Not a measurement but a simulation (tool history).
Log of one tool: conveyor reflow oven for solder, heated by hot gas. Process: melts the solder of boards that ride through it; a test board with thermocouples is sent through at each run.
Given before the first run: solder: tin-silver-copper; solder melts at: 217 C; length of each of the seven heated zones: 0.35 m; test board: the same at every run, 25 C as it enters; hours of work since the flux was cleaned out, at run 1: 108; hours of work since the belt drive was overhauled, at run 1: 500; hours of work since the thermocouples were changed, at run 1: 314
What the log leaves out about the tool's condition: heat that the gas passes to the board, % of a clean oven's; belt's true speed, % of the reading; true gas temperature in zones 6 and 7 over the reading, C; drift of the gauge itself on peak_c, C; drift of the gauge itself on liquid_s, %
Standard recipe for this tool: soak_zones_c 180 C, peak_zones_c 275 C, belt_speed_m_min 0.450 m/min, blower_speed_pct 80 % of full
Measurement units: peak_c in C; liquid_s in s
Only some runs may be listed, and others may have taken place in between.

| run | hour | soak_zones_c | peak_zones_c | belt_speed_m_min | blower_speed_pct | hours of work since the flux was cleaned out | hours of work since the belt drive was overhauled | hours of work since the thermocouples were changed | peak_c | liquid_s |
|---|---|---|---|---|---|---|---|---|---|---|
| 1 | 0.0 | 180 | 275 | 0.450 | 80 | 108 | 500 | 314 | 266.0 | 83.8 |
| 2 | 18.9 | 180 | 275 | 0.450 | 80 | 122 | 514 | 328 | 264.8 | 83.5 |
| 3 | 46.7 | 180 | 275 | 0.450 | 67 | 142 | 535 | 348 | 262.6 | 81.3 |
| 4 | 73.1 | 180 | 275 | 0.450 | 80 | 162 | 554 | 368 | 266.4 | 83.6 |
| 5 | 90.1 | 180 | 275 | 0.450 | 80 | 175 | 567 | 381 | 264.5 | 83.5 |
| 6 | 107.6 | 180 | 275 | 0.450 | 80 | 187 | 580 | 393 | 265.0 | 83.6 |
| 7 | 136.5 | 165 | 266 | 0.450 | 80 | 209 | 601 | 415 | 253.9 | 71.1 |
| 8 | 163.6 | 165 | 266 | 0.450 | 80 | 229 | 621 | 435 | 254.8 | 71.1 |
| 9 | 185.0 | 180 | 273 | 0.450 | 71 | 245 | 637 | 451 | 261.0 | 81.7 |
| 10 | 219.8 | 182 | 275 | 0.403 | 80 | 270 | 663 | 476 | 267.2 | 95.8 |

Each run again, without the hidden state but with its own random variation kept:
| run | peak_c | liquid_s |
|---|---|---|
| 1 | 265.7 | 82.6 |
| 2 | 264.6 | 82.3 |
| 3 | 262.4 | 80.1 |
| 4 | 266.4 | 82.5 |
| 5 | 264.5 | 82.4 |
| 6 | 265.1 | 82.6 |
| 7 | 254.3 | 70.9 |
| 8 | 255.3 | 71.0 |
| 9 | 261.4 | 80.8 |
| 10 | 267.4 | 94.4 |
